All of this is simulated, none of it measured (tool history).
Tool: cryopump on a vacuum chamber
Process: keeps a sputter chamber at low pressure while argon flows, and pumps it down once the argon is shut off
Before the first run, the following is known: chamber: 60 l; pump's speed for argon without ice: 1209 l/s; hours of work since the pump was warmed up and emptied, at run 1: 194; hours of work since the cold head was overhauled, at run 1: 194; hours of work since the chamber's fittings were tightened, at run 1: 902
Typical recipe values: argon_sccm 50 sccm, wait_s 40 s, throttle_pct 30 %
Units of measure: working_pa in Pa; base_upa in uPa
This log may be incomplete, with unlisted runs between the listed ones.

| run | hour | argon_sccm | wait_s | throttle_pct | hours of work since the pump was warmed up and emptied | hours of work since the cold head was overhauled | hours of work since the chamber's fittings were tightened | working_pa | base_upa |
|---|---|---|---|---|---|---|---|---|---|
| 1 | 0 | 50 | 40 | 30 | 194 | 194 | 902 | 0.2395 | 2.86 |
| 2 | 11 | 50 | 40 | 30 | 202 | 202 | 910 | 0.2412 | 2.94 |
| 3 | 25.9 | 50 | 40 | 30 | 212 | 212 | 921 | 0.2415 | 2.91 |
| 4 | 36 | 31 | 40 | 30 | 219 | 219 | 928 | 0.1507 | 2.98 |
| 5 | 49.7 | 31 | 40 | 30 | 229 | 229 | 937 | 0.149 | 2.95 |
| 6 | 65.3 | 31 | 40 | 30 | 240 | 240 | 948 | 0.1509 | 2.92 |
| 7 | 79.6 | 31 | 40 | 30 | 250 | 250 | 958 | 0.1509 | 2.97 |
| 8 | 91.9 | 50 | 40 | 18 | 259 | 259 | 967 | 0.3982 | 3.16 |
| 9 | 103.2 | 50 | 40 | 18 | 267 | 267 | 975 | 0.3917 | 3.05 |
| 10 | 113.7 | 50 | 40 | 31 | 274 | 274 | 983 | 0.2364 | 2.95 |
| 11 | 129.7 | 50 | 40 | 48 | 285 | 285 | 994 | 0.1564 | 3.02 |
| 12 | 145.8 | 98 | 40 | 30 | 297 | 297 | 1005 | 0.4767 | 3.12 |
| 13 | 162.4 | 50 | 40 | 34 | 309 | 309 | 1017 | 0.2177 | 3.14 |
| 14 | 171.1 | 50 | 40 | 30 | 315 | 315 | 1023 | 0.2444 | 3.11 |
| 15 | 182.1 | 50 | 40 | 30 | 323 | 323 | 1031 | 0.2438 | 3.18 |
| 16 | 201.1 | 50 | 40 | 30 | 336 | 336 | 1044 | 0.2447 | 3.21 |
| 17 | 215.1 | 50 | 40 | 30 | 346 | 346 | 1054 | 0.2473 | 3.22 |
|  | 225.9 | pump warmed up, emptied and cooled again |
| 18 | 239.4 | 50 | 40 | 30 | 10 | 359 | 1068 | 0.2337 | 2.92 |
| 19 | 251.1 | 52 | 33 | 22 | 18 | 368 | 1076 | 0.3292 | 3.24 |
| 20 | 262.2 | 45 | 33 | 32 | 26 | 376 | 1084 | 0.1986 | 3.34 |
| 21 | 279.4 | 22 | 101 | 42 | 38 | 388 | 1096 | 0.075 | 2.15 |
| 22 | 298.1 | 67 | 60 | 51 | 51 | 401 | 1109 | 0.1868 | 2.53 |
| 23 | 311 | 67 | 60 | 51 | 60 | 410 | 1118 | 0.187 | 2.59 |
| 24 | 322.9 | 42 | 79 | 20 | 69 | 418 | 1127 | 0.2952 | 2.41 |
| 25 | 333.4 | 67 | 66 | 50 | 76 | 426 | 1134 | 0.1906 | 2.56 |
| 26 | 349.5 | 67 | 66 | 50 | 87 | 437 | 1146 | 0.1917 | 2.59 |
| 27 | 359.1 | 27 | 22 | 60 | 94 | 444 | 1152 | 0.0648 | 4.39 |
| 28 | 373 | 27 | 22 | 60 | 104 | 454 | 1162 | 0.0638 | 4.35 |
| 29 | 388.9 | 69 | 148 | 42 | 115 | 465 | 1173 | 0.2362 | 2.11 |
| 30 | 406.3 | 50 | 46 | 51 | 127 | 477 | 1186 | 0.1417 | 3.02 |
| 31 | 414.9 | 50 | 46 | 51 | 134 | 483 | 1192 | 0.1423 | 3.05 |
| 32 | 429.4 | 67 | 40 | 30 | 144 | 494 | 1202 | 0.3183 | 3.19 |
| 33 | 444 | 88 | 22 | 38 | 154 | 504 | 1212 | 0.3319 | 4.31 |

Here are 5 independent what-if runs from the current tool condition. What would each one return?
| A | 453.1 | 57 | 45 | 54 | 161 | 510 | 1219 | ? | ? |
| B | 453.1 | 31 | 40 | 30 | 161 | 510 | 1219 | ? | ? |
| C | 453.1 | 50 | 216 | 30 | 161 | 510 | 1219 | ? | ? |
| D | 453.1 | 36 | 34 | 16 | 161 | 510 | 1219 | ? | ? |
| E | 453.1 | 34 | 65 | 24 | 161 | 510 | 1219 | ? | ? |

| run | working_pa | base_upa |
|---|---|---|
| A | 0.1547 | 3.08 |
| B | 0.1478 | 3.25 |
| C | 0.2395 | 2.02 |
| D | 0.3193 | 3.64 |
| E | 0.2018 | 2.67 |
Stripped of hidden state, with their random variation kept, the same runs would have yielded:
| run | working_pa | base_upa |
|---|---|---|
| A | 0.1482 | 1.58 |
| B | 0.1443 | 1.75 |
| C | 0.2337 | 0.53 |
| D | 0.3152 | 2.09 |
| E | 0.1979 | 1.16 |
